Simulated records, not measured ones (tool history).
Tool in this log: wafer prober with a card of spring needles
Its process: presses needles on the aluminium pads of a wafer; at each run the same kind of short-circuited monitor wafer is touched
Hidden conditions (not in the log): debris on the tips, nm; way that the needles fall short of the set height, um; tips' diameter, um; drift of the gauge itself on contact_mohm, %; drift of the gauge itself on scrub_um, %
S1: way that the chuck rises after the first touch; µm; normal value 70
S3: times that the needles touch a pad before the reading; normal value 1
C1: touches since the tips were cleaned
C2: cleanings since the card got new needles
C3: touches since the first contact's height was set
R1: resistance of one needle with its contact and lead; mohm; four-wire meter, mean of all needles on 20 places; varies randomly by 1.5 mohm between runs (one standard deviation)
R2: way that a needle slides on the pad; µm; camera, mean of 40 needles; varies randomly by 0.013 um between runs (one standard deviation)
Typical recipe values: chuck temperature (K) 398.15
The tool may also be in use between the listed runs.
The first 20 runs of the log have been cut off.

run 21 day=5.008 | S1=55 chuck_temperature_(K)=398.15 S3=3 | C1=2688 C2=17 C3=87006 | R1=142 R2=7.37
run 22 day=5.175 | S1=70 chuck_temperature_(K)=335.15 S3=1 | C1=3462 C2=17 C3=87780 | R1=128 R2=9.41
-- day=5.408 tips cleaned on abrasive film
run 23 day=5.412 | S1=85 chuck_temperature_(K)=398.15 S3=3 | C1=22 C2=18 C3=88887 | R1=140 R2=11.40
run 24 day=5.738 | S1=70 chuck_temperature_(K)=355.15 S3=2 | C1=1572 C2=18 C3=90437 | R1=132 R2=9.39
run 25 day=5.946 | S1=89 chuck_temperature_(K)=312.15 S3=1 | C1=2549 C2=18 C3=91414 | R1=124 R2=11.94
run 26 day=6.179 | S1=83 chuck_temperature_(K)=300.15 S3=2 | C1=3655 C2=18 C3=92520 | R1=125 R2=11.17
run 27 day=6.350 | S1=67 chuck_temperature_(K)=396.15 S3=3 | C1=4467 C2=18 C3=93332 | R1=139 R2=8.98
-- day=6.375 tips cleaned on abrasive film
run 28 day=6.600 | S1=67 chuck_temperature_(K)=396.15 S3=3 | C1=1061 C2=19 C3=94490 | R1=139 R2=9.00
run 29 day=6.942 | S1=77 chuck_temperature_(K)=380.15 S3=2 | C1=2681 C2=19 C3=96110 | R1=135 R2=10.34
run 30 day=7.158 | S1=77 chuck_temperature_(K)=308.15 S3=3 | C1=3695 C2=19 C3=97124 | R1=124 R2=10.33
-- day=7.329 tips cleaned on abrasive film
run 31 day=7.462 | S1=51 chuck_temperature_(K)=311.15 S3=2 | C1=622 C2=20 C3=98541 | R1=128 R2=6.83
run 32 day=7.658 | S1=51 chuck_temperature_(K)=334.15 S3=3 | C1=1561 C2=20 C3=99480 | R1=134 R2=6.86
run 33 day=7.950 | S1=63 chuck_temperature_(K)=398.15 S3=3 | C1=2929 C2=20 C3=100848 | R1=143 R2=8.45
run 34 day=8.108 | S1=51 chuck_temperature_(K)=351.15 S3=2 | C1=3689 C2=20 C3=101608 | R1=138 R2=6.87
-- day=8.292 tips cleaned on abrasive film
run 35 day=8.450 | S1=52 chuck_temperature_(K)=387.15 S3=2 | C1=757 C2=21 C3=103204 | R1=144 R2=6.99
run 36 day=8.783 | S1=52 chuck_temperature_(K)=387.15 S3=2 | C1=2328 C2=21 C3=104775 | R1=145 R2=6.99

What if the next run were any one of these 3? Each begins from the tool's condition after run 36:
run A day=8.950 | S1=66 chuck_temperature_(K)=346.15 S3=2 | C1=3123 C2=21 C3=105570 | R1=? R2=?
run B day=8.950 | S1=87 chuck_temperature_(K)=387.15 S3=2 | C1=3123 C2=21 C3=105570 | R1=? R2=?
run C day=8.950 | S1=70 chuck_temperature_(K)=310.15 S3=2 | C1=3123 C2=21 C3=105570 | R1=? R2=?

run=A R1=133 R2=8.86
run=B R1=134 R2=11.67
run=C R1=128 R2=9.39
Had the tool no hidden state, the same runs would have come out as:
run=A R1=132 R2=8.86
run=B R1=134 R2=11.67
run=C R1=128 R2=9.39
